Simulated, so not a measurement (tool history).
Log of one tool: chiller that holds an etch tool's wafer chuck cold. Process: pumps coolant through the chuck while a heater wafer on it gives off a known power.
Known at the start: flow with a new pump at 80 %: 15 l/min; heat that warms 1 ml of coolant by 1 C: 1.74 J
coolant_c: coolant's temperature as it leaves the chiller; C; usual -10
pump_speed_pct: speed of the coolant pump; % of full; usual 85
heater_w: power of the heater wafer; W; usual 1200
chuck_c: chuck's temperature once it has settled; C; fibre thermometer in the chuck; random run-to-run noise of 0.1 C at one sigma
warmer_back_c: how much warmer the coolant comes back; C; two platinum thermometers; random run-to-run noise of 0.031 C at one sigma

Run 1, hour 0: usual settings. Result: chuck_c -3.1 C, warmer_back_c 2.59 C.
At hour 101.4: coolant changed, channels flushed.
Run 2, hour 105.5: usual settings. Result: chuck_c -3 C, warmer_back_c 2.58 C.
Run 3, hour 176.7: usual settings. Result: chuck_c -3.1 C, warmer_back_c 2.65 C.
Run 4, hour 292.2: usual settings. Result: chuck_c -3.1 C, warmer_back_c 2.63 C.
Run 5, hour 426.9: usual settings. Result: chuck_c -3 C, warmer_back_c 2.6 C.
Run 6, hour 531.4: usual settings. Result: chuck_c -3.1 C, warmer_back_c 2.59 C.
Run 7, hour 607.9: usual settings. Result: chuck_c -3.3 C, warmer_back_c 2.64 C.
Run 8, hour 742.6: usual settings. Result: chuck_c -3 C, warmer_back_c 2.62 C.
Run 9, hour 800.1: usual settings. Result: chuck_c -3.1 C, warmer_back_c 2.63 C.
Run 10, hour 916: usual settings. Result: chuck_c -3.3 C, warmer_back_c 2.65 C.
Run 11, hour 1012.3: usual settings. Result: chuck_c -3 C, warmer_back_c 2.66 C.
Run 12, hour 1087.1: usual settings. Result: chuck_c -3.1 C, warmer_back_c 2.66 C.
Run 13, hour 1192.8: usual settings. Result: chuck_c -3.2 C, warmer_back_c 2.7 C.
Run 14, hour 1286.1: usual settings. Result: chuck_c -3.3 C, warmer_back_c 2.69 C.
Run 15, hour 1371.2: usual settings but coolant_c -2 C. Result: chuck_c 4.9 C, warmer_back_c 2.66 C.
Run 16, hour 1441.7: usual settings but coolant_c -2 C. Result: chuck_c 4.9 C, warmer_back_c 2.71 C.
Run 17, hour 1577.8: usual settings but coolant_c -1 C, heater_w 887 W. Result: chuck_c 4.1 C, warmer_back_c 2.06 C.
Run 18, hour 1687.4: usual settings but coolant_c -1 C, pump_speed_pct 81 % of full, heater_w 1499 W. Result: chuck_c 8 C, warmer_back_c 3.54 C.
Run 19, hour 1775.3: usual settings but coolant_c -1 C, pump_speed_pct 81 % of full, heater_w 1499 W. Result: chuck_c 7.9 C, warmer_back_c 3.58 C.
Run 20, hour 1859.7: usual settings but coolant_c -9 C, pump_speed_pct 79 % of full, heater_w 1182 W. Result: chuck_c -1.9 C, warmer_back_c 2.89 C.
Run 21, hour 1947.1: usual settings but coolant_c -17 C, pump_speed_pct 69 % of full, heater_w 1042 W. Result: chuck_c -10.1 C, warmer_back_c 2.93 C.
Run 22, hour 2044.3: usual settings but pump_speed_pct 78 % of full, heater_w 704 W. Result: chuck_c -5.7 C, warmer_back_c 1.77 C.

Expected results for the next run?
Run 23, hour 2170.3: usual settings but pump_speed_pct 71 % of full, heater_w 743 W. Result: chuck_c ?, warmer_back_c ?.

{"run 23": {"chuck_c": -5, "warmer_back_c": 2.08}}
The same run, on a tool lacking any hidden state, would have yielded chuck_c -5 C, warmer_back_c 1.91 C.
